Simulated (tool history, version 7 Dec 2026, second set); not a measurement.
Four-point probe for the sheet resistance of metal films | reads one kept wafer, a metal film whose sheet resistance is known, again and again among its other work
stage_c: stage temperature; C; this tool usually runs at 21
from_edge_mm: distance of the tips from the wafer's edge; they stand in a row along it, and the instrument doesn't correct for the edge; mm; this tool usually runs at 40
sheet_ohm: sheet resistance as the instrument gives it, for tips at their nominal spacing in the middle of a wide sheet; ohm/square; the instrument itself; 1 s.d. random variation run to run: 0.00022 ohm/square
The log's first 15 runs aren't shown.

run    hour  stage_c  from_edge_mm  touches since the probe head was changed  hours of work since the stage's thermometer was calibrated  sheet_ohm
 16   643.2       20            40                                     20020                                                         536   1.124382
 17   690.7       21            29                                     20720                                                         560   1.123546
 18   714.8       33             6                                     21075                                                         572   1.127831
 19   767.3       28             9                                     21850                                                         598   1.126090
 20   819.7       28             9                                     22622                                                         624   1.125916
 21   848.7       32            31                                     23049                                                         639   1.123821
 22   873.8       20            37                                     23420                                                         652   1.124774
 23   923.1       33            40                                     24146                                                         676   1.123882
 24   947.4       34            13                                     24505                                                         689   1.124576
 25   979.3       26             5                                     24975                                                         705   1.130060
 26  1024.1       20            20                                     25636                                                         727   1.124304
 27  1072.2       34            35                                     26344                                                         751   1.124391
 28  1125.5       34            35                                     27130                                                         778   1.124056
 29  1150.8       34             4                                     27503                                                         791   1.132980
 30  1186.5       34             4                                     28030                                                         809   1.133025
 31  1244.2       31            40                                     28880                                                         838   1.123864
 32  1284.2       24            66                                     29471                                                         858   1.124015
 33  1311.6       24            66                                     29875                                                         872   1.123969
 34  1352.6       26            12                                     30480                                                         892   1.124909

5 options for the next run, each taken on its own from the tool as it stands now. Forecast them:
  A  1389.9       33             8                                     31030                                                         911          ?
  B  1389.9       19            41                                     31030                                                         911          ?
  C  1389.9       25            11                                     31030                                                         911          ?
  D  1389.9       21            12                                     31030                                                         911          ?
  E  1389.9       31            28                                     31030                                                         911          ?

run  sheet_ohm
  A   1.126057
  B   1.124347
  C   1.125221
  D   1.124875
  E   1.124443
The same runs, with their run-to-run variation unchanged, on a tool lacking any hidden condition would have given:
run  sheet_ohm
  A   1.125929
  B   1.124217
  C   1.125093
  D   1.124746
  E   1.124315
